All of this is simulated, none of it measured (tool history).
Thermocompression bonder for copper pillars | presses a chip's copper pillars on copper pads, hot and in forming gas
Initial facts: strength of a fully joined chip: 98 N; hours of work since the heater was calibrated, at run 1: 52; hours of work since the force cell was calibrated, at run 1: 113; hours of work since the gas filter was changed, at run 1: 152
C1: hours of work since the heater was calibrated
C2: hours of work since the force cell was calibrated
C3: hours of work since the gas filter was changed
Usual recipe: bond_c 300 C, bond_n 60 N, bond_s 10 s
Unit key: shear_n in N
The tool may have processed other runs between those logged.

run 1 hour=0.0 | bond_c=300 bond_n=60 bond_s=10 | C1=52 C2=113 C3=152 | shear_n=60.9
run 2 hour=6.6 | bond_c=300 bond_n=60 bond_s=10 | C1=56 C2=116 C3=155 | shear_n=61.9
run 3 hour=12.8 | bond_c=300 bond_n=60 bond_s=10 | C1=60 C2=120 C3=159 | shear_n=61.2
run 4 hour=18.5 | bond_c=300 bond_n=60 bond_s=8 | C1=63 C2=123 C3=162 | shear_n=57.3
run 5 hour=24.3 | bond_c=300 bond_n=70 bond_s=10 | C1=66 C2=127 C3=166 | shear_n=67.0
run 6 hour=32.1 | bond_c=300 bond_n=70 bond_s=10 | C1=71 C2=131 C3=170 | shear_n=66.9
run 7 hour=39.0 | bond_c=300 bond_n=60 bond_s=10 | C1=75 C2=135 C3=174 | shear_n=61.2
run 8 hour=47.8 | bond_c=300 bond_n=60 bond_s=10 | C1=80 C2=140 C3=179 | shear_n=60.9
run 9 hour=53.8 | bond_c=328 bond_n=60 bond_s=10 | C1=83 C2=144 C3=183 | shear_n=70.0
run 10 hour=58.9 | bond_c=328 bond_n=60 bond_s=10 | C1=86 C2=147 C3=186 | shear_n=70.2
run 11 hour=68.5 | bond_c=300 bond_n=60 bond_s=10 | C1=92 C2=152 C3=191 | shear_n=60.3
run 12 hour=76.8 | bond_c=300 bond_n=60 bond_s=10 | C1=97 C2=157 C3=196 | shear_n=60.4
run 13 hour=84.3 | bond_c=300 bond_n=60 bond_s=10 | C1=101 C2=161 C3=200 | shear_n=60.5
run 14 hour=89.8 | bond_c=300 bond_n=60 bond_s=10 | C1=104 C2=164 C3=203 | shear_n=60.3
run 15 hour=97.4 | bond_c=300 bond_n=60 bond_s=10 | C1=109 C2=169 C3=208 | shear_n=59.7
run 16 hour=105.1 | bond_c=300 bond_n=60 bond_s=10 | C1=113 C2=173 C3=212 | shear_n=59.5
run 17 hour=110.9 | bond_c=300 bond_n=60 bond_s=10 | C1=116 C2=177 C3=216 | shear_n=59.3
run 18 hour=119.5 | bond_c=300 bond_n=60 bond_s=10 | C1=121 C2=182 C3=221 | shear_n=59.2
run 19 hour=126.5 | bond_c=300 bond_n=60 bond_s=10 | C1=125 C2=186 C3=225 | shear_n=59.6
run 20 hour=136.2 | bond_c=300 bond_n=60 bond_s=10 | C1=131 C2=191 C3=230 | shear_n=59.3
run 21 hour=145.7 | bond_c=271 bond_n=61 bond_s=7 | C1=137 C2=197 C3=236 | shear_n=43.2
run 22 hour=150.8 | bond_c=271 bond_n=61 bond_s=8 | C1=140 C2=200 C3=239 | shear_n=45.1
-- hour=153.4 heater calibrated with a thermocouple chip
run 23 hour=162.5 | bond_c=302 bond_n=84 bond_s=8 | C1=5 C2=205 C3=244 | shear_n=69.2
run 24 hour=168.1 | bond_c=305 bond_n=60 bond_s=12 | C1=8 C2=209 C3=248 | shear_n=62.7
run 25 hour=173.7 | bond_c=316 bond_n=60 bond_s=14 | C1=12 C2=212 C3=251 | shear_n=69.4
-- hour=176.6 heater calibrated with a thermocouple chip, once more
run 26 hour=182.6 | bond_c=316 bond_n=60 bond_s=14 | C1=3 C2=216 C3=255 | shear_n=69.6
run 27 hour=188.2 | bond_c=284 bond_n=60 bond_s=14 | C1=7 C2=219 C3=258 | shear_n=57.6
run 28 hour=195.9 | bond_c=284 bond_n=60 bond_s=14 | C1=11 C2=223 C3=262 | shear_n=58.0
run 29 hour=201.5 | bond_c=280 bond_n=88 bond_s=26 | C1=14 C2=227 C3=266 | shear_n=78.7
run 30 hour=209.2 | bond_c=280 bond_n=88 bond_s=26 | C1=19 C2=231 C3=270 | shear_n=77.8
run 31 hour=213.6 | bond_c=292 bond_n=88 bond_s=26 | C1=21 C2=234 C3=273 | shear_n=80.6
run 32 hour=223.4 | bond_c=292 bond_n=88 bond_s=26 | C1=27 C2=239 C3=278 | shear_n=80.0
run 33 hour=229.5 | bond_c=292 bond_n=88 bond_s=26 | C1=31 C2=243 C3=282 | shear_n=80.4
run 34 hour=235.0 | bond_c=306 bond_n=88 bond_s=26 | C1=34 C2=246 C3=285 | shear_n=82.4
-- hour=239.0 forming gas filter changed
run 35 hour=245.2 | bond_c=274 bond_n=87 bond_s=26 | C1=39 C2=252 C3=4 | shear_n=85.7
run 36 hour=253.0 | bond_c=308 bond_n=60 bond_s=13 | C1=44 C2=256 C3=8 | shear_n=74.0
run 37 hour=261.5 | bond_c=304 bond_n=60 bond_s=20 | C1=49 C2=261 C3=13 | shear_n=79.0
run 38 hour=266.3 | bond_c=300 bond_n=57 bond_s=23 | C1=52 C2=264 C3=16 | shear_n=77.3
run 39 hour=272.3 | bond_c=316 bond_n=49 bond_s=22 | C1=55 C2=267 C3=19 | shear_n=76.0

Below are 4 alternative next runs, each starting from the tool's condition after run 39. Predict each:
run A hour=280.5 | bond_c=300 bond_n=59 bond_s=10 | C1=60 C2=272 C3=24 | shear_n=?
run B hour=280.5 | bond_c=318 bond_n=36 bond_s=9 | C1=60 C2=272 C3=24 | shear_n=?
run C hour=280.5 | bond_c=311 bond_n=49 bond_s=6 | C1=60 C2=272 C3=24 | shear_n=?
run D hour=280.5 | bond_c=300 bond_n=56 bond_s=10 | C1=60 C2=272 C3=24 | shear_n=?

run=A shear_n=65.0
run=B shear_n=48.0
run=C shear_n=51.9
run=D shear_n=62.2
With the hidden condition removed and each run's random variation left untouched, the same runs would have given:
run=A shear_n=64.6
run=B shear_n=47.5
run=C shear_n=51.4
run=D shear_n=61.8
